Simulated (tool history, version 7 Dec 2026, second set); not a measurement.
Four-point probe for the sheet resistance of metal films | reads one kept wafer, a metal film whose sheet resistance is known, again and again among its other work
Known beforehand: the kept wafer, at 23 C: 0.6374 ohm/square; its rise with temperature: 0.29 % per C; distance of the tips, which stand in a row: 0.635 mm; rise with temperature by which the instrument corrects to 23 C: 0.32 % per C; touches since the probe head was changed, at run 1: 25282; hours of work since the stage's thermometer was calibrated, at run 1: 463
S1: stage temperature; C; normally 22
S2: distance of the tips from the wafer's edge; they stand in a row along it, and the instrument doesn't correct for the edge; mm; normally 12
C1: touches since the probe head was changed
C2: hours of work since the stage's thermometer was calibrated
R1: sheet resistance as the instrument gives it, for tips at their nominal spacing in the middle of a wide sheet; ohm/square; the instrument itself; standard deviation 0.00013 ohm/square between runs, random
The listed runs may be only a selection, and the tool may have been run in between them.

run,hour,S1,S2,C1,C2,R1
1,0,22,12,25282,463,0.638456
2,10,24,12,25746,470,0.638294
3,21.5,22,12,26276,477,0.638533
4,32.2,22,12,26772,485,0.638719
5,43.8,22,12,27309,493,0.63837
6,52.5,22,12,27712,499,0.638571
7,60.9,22,44,28101,504,0.637705
8,71.1,22,44,28572,511,0.637671
9,88.7,22,44,29386,523,0.637754
10,101.2,22,44,29966,532,0.637447
11,116.2,22,44,30659,542,0.637467
12,130.7,22,44,31332,552,0.637519
13,139.5,28,5,31736,558,0.641648
14,158.1,22,5,32597,570,0.643098
15,173.4,19,5,33308,581,0.643584
16,181.1,23,6,33665,586,0.64105
17,194.2,31,6,34270,595,0.639749
18,205.2,31,6,34780,602,0.639923
19,221.1,35,37,35513,613,0.635262
20,235.9,34,3,36199,623,0.650422
21,244.9,19,6,36615,629,0.642031
22,258.8,27,12,37260,639,0.637522
23,275.9,27,12,38049,651,0.637363
24,291.7,20,4,38782,661,0.646296

5 options for the next run, each taken on its own from the tool as it stands now. Forecast them:
A,308,21,60,39537,672,?
B,308,34,12,39537,672,?
C,308,20,9,39537,672,?
D,308,20,7,39537,672,?
E,308,25,4,39537,672,?

run,R1
A,0.637675
B,0.636427
C,0.639331
D,0.640729
E,0.645447
Without the tool's hidden state the same runs would have given:
run,R1
A,0.637719
B,0.63647
C,0.639375
D,0.640773
E,0.645491
